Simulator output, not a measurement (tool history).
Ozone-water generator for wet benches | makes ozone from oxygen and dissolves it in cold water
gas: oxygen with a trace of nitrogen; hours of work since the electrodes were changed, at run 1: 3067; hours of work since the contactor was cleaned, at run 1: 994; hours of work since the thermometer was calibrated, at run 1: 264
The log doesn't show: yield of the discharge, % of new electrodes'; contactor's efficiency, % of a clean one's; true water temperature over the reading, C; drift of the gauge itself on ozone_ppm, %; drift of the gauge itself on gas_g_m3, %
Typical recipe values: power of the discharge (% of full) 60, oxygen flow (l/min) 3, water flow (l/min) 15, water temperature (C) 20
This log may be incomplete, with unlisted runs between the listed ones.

run   hour  power of the discharge (% of full)  oxygen flow (l/min)  water flow (l/min)  water temperature (C)  hours of work since the electrodes were changed  hours of work since the contactor was cleaned  hours of work since the thermometer was calibrated  dissolved ozone (ppm)  ozone in the gas ahead of the water (g/m3)
  1      0                                  60                    3                  15                     20                                             3067                                            994                                                 264                     12                                       174.6
  2   44.9                                  69                    3                  15                     20                                             3111                                           1039                                                 309                   13.5                                       194.5
  3  122.5                                  69                    3                  15                     20                                             3189                                           1116                                                 386                   13.3                                       193.7
  4  172.5                                  69                    3                  20                     20                                             3239                                           1166                                                 436                   10.1                                       192.9
  5  222.5                                  69                 5.19                  20                     20                                             3289                                           1216                                                 486                    9.6                                       134.2
  6  296.3                                  60                    3                  11                     20                                             3362                                           1290                                                 560                   15.8                                       170.4
  7  335.7                                  60                    3                  11                     20                                             3402                                           1329                                                 599                   15.6                                         172
  8    377                                  60                 4.71                  15                     20                                             3443                                           1371                                                 640                   11.3                                       126.9
  9  427.8                                  60                 4.71                  15                     20                                             3494                                           1421                                                 691                   11.3                                       126.9
 10  461.6                                  60                 4.71                  15                     20                                             3528                                           1455                                                 725                   11.2                                       125.6
 11  525.9                                  60                 4.71                  15                     20                                             3592                                           1519                                                 789                   11.1                                       126.6
 12    587                                  60                    3                  15                     20                                             3653                                           1580                                                 850                   11.4                                       169.4

Run 13 comes next. What will it give?
 13  624.7                                  60                    3                  15                     20                                             3690                                           1618                                                 888                      ?                                           ?

For run 13 the tool returned dissolved ozone (ppm) 11.7, ozone in the gas ahead of the water (g/m3) 167.4.
If the tool had no hidden condition, the same run with the same run-to-run variation would have returned dissolved ozone (ppm) 14, ozone in the gas ahead of the water (g/m3) 192.6.

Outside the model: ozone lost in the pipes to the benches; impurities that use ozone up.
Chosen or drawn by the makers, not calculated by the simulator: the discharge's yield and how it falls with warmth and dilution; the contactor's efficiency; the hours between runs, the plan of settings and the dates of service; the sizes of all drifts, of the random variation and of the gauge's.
